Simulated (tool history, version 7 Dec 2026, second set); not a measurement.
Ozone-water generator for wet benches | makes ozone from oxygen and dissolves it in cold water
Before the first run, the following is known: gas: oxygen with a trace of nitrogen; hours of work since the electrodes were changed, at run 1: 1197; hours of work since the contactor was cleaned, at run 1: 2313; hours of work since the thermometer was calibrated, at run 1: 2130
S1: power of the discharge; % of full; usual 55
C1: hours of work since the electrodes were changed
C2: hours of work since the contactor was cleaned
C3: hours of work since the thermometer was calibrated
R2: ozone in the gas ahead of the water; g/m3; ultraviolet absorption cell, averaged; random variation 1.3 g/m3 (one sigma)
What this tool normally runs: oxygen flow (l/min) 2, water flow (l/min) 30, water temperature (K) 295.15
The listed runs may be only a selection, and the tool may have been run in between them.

Run 1, day 0: usual settings; C1 1197; C2 2313; C3 2130. Result: dissolved ozone (ppm) 10.63, R2 235.6 g/m3.
Run 2, day 4.962: usual settings; C1 1289; C2 2405; C3 2222. Result: dissolved ozone (ppm) 10.68, R2 237.6 g/m3.
Run 3, day 8.375: usual settings but oxygen flow (l/min) 2.34; C1 1352; C2 2469; C3 2285. Result: dissolved ozone (ppm) 11.06, R2 210.4 g/m3.
Run 4, day 11.567: usual settings but oxygen flow (l/min) 2.34; C1 1411; C2 2528; C3 2344. Result: dissolved ozone (ppm) 11.22, R2 212 g/m3.
Run 5, day 16.462: usual settings but S1 71 % of full, oxygen flow (l/min) 2.34; C1 1502; C2 2618; C3 2435. Result: dissolved ozone (ppm) 12.59, R2 248.3 g/m3.
Run 6, day 22.975: usual settings but S1 71 % of full, oxygen flow (l/min) 1.49; C1 1622; C2 2739; C3 2555. Result: dissolved ozone (ppm) 11.88, R2 332 g/m3.
Run 7, day 28.162: usual settings but S1 71 % of full, oxygen flow (l/min) 1.49; C1 1718; C2 2835; C3 2651. Result: dissolved ozone (ppm) 11.95, R2 335.4 g/m3.
Run 8, day 32.533: usual settings but S1 71 % of full, oxygen flow (l/min) 1.49; C1 1799; C2 2916; C3 2732. Result: dissolved ozone (ppm) 11.99, R2 335 g/m3.
Run 9, day 36.396: usual settings but S1 71 % of full, oxygen flow (l/min) 1.49; C1 1871; C2 2988; C3 2804. Result: dissolved ozone (ppm) 12.11, R2 336.9 g/m3.
Run 10, day 40.629: usual settings but S1 71 % of full, oxygen flow (l/min) 1.49; C1 1949; C2 3066; C3 2882. Result: dissolved ozone (ppm) 11.97, R2 335.7 g/m3.
Run 11, day 45.833: usual settings but S1 71 % of full, oxygen flow (l/min) 1.49; C1 2046; C2 3163; C3 2979. Result: dissolved ozone (ppm) 11.93, R2 335.5 g/m3.
Run 12, day 52.9: usual settings but S1 71 % of full, oxygen flow (l/min) 1.49; C1 2177; C2 3293; C3 3110. Result: dissolved ozone (ppm) 12.03, R2 335.8 g/m3.
Run 13, day 56.1: usual settings but S1 71 % of full, oxygen flow (l/min) 1.49, water temperature (K) 300.15; C1 2236; C2 3353; C3 3169. Result: dissolved ozone (ppm) 11.67, R2 334.4 g/m3.
Run 14, day 60.45: usual settings but S1 71 % of full, oxygen flow (l/min) 1.49, water temperature (K) 300.15; C1 2317; C2 3433; C3 3250. Result: dissolved ozone (ppm) 11.47, R2 334 g/m3.
Run 15, day 65.692: usual settings but S1 71 % of full, oxygen flow (l/min) 1.49, water temperature (K) 300.15; C1 2414; C2 3530; C3 3347. Result: dissolved ozone (ppm) 11.75, R2 336.2 g/m3.
Run 16, day 70.908: usual settings but S1 71 % of full, oxygen flow (l/min) 1.49, water temperature (K) 300.15; C1 2510; C2 3627; C3 3443. Result: dissolved ozone (ppm) 11.53, R2 334.9 g/m3.
Run 17, day 75.129: usual settings but S1 71 % of full, oxygen flow (l/min) 1.49, water flow (l/min) 22, water temperature (K) 300.15; C1 2589; C2 3705; C3 3522. Result: dissolved ozone (ppm) 15.69, R2 336.1 g/m3.
Run 18, day 78.425: usual settings but S1 71 % of full, oxygen flow (l/min) 1.49, water flow (l/min) 22, water temperature (K) 290.15; C1 2650; C2 3766; C3 3583. Result: dissolved ozone (ppm) 16.84, R2 338.3 g/m3.
Run 19, day 85.842: usual settings but S1 71 % of full, oxygen flow (l/min) 1.49, water flow (l/min) 22, water temperature (K) 290.15; C1 2787; C2 3904; C3 3720. Result: dissolved ozone (ppm) 16.8, R2 337.4 g/m3.
Run 20, day 92.512: usual settings but S1 71 % of full, oxygen flow (l/min) 1.49, water flow (l/min) 22, water temperature (K) 290.15; C1 2911; C2 4027; C3 3844. Result: dissolved ozone (ppm) 16.92, R2 338.2 g/m3.
Run 21, day 98.404: usual settings but S1 71 % of full, oxygen flow (l/min) 1.49, water flow (l/min) 22, water temperature (K) 290.15; C1 3020; C2 4137; C3 3953. Result: dissolved ozone (ppm) 16.94, R2 337.5 g/m3.
Run 22, day 102.729: usual settings but S1 95 % of full, oxygen flow (l/min) 1.49, water flow (l/min) 22, water temperature (K) 298.15; C1 3100; C2 4217; C3 4033. Result: dissolved ozone (ppm) 18.95, R2 399.5 g/m3.
Run 23, day 106.158: usual settings but oxygen flow (l/min) 1.83; C1 3164; C2 4280; C3 4097. Result: dissolved ozone (ppm) 10.75, R2 255.1 g/m3.
At day 106.875: contactor cleaned.
Run 24, day 109.696: usual settings but oxygen flow (l/min) 1.83; C1 3226; C2 52; C3 4159. Result: dissolved ozone (ppm) 10.67, R2 253.3 g/m3.
Run 25, day 114.892: usual settings but oxygen flow (l/min) 1.43; C1 3322; C2 149; C3 4255. Result: dissolved ozone (ppm) 10.3, R2 299.5 g/m3.
Run 26, day 120.912: usual settings but oxygen flow (l/min) 1.64; C1 3434; C2 260; C3 4367. Result: dissolved ozone (ppm) 10.5, R2 273.4 g/m3.
Run 27, day 125.096: usual settings but oxygen flow (l/min) 1.64; C1 3511; C2 338; C3 4444. Result: dissolved ozone (ppm) 10.51, R2 273.6 g/m3.
Run 28, day 128.5: usual settings but oxygen flow (l/min) 1.64; C1 3574; C2 401; C3 4507. Result: dissolved ozone (ppm) 10.33, R2 272.4 g/m3.
At day 129.533: water thermometer calibrated.
Run 29, day 135.542: usual settings but S1 100 % of full, water flow (l/min) 42, water temperature (K) 303.15; C1 3704; C2 531; C3 111. Result: dissolved ozone (ppm) 10.27, R2 339.3 g/m3.
Run 30, day 141.517: usual settings but S1 84 % of full, oxygen flow (l/min) 2.11, water flow (l/min) 46, water temperature (K) 303.15; C1 3815; C2 641; C3 222. Result: dissolved ozone (ppm) 8.44, R2 293.6 g/m3.
Run 31, day 146.692: usual settings but S1 84 % of full, oxygen flow (l/min) 2.11, water flow (l/min) 46, water temperature (K) 303.15; C1 3911; C2 737; C3 318. Result: dissolved ozone (ppm) 8.4, R2 296 g/m3.
Run 32, day 150.388: usual settings but water flow (l/min) 22; C1 3979; C2 806; C3 386. Result: dissolved ozone (ppm) 14.53, R2 237.9 g/m3.

Measured result minus the same run's result without the hidden state. Both carry the same run-to-run variation, though not necessarily the same gauge scatter:
The tool's hidden condition here consists of: yield of the discharge, % of new electrodes'; contactor's efficiency, % of a clean one's; true water temperature over the reading, C; drift of the gauge itself on ozone_ppm, %; drift of the gauge itself on gas_g_m3, %.
run    R2
  1  -0.2
  2  -0.1
  3    +0
  4  +0.2
  5  +0.3
  6  +0.6
  7  +0.8
  8    +1
  9  +1.1
 10  +1.3
 11  +1.5
 12  +1.8
 13  +1.9
 14  +2.1
 15  +2.3
 16  +2.5
 17  +2.6
 18  +2.8
 19  +3.1
 20  +3.4
 21  +3.5
 22  +4.3
 23    +3
 24  +3.1
 25  +3.8
 26  +3.7
 27  +3.8
 28  +3.9
 29  +4.9
 30  +4.5
 31  +4.7
 32    +4
For dissolved ozone (ppm), the value without the hidden state is never more than 0.06 from the measured value.

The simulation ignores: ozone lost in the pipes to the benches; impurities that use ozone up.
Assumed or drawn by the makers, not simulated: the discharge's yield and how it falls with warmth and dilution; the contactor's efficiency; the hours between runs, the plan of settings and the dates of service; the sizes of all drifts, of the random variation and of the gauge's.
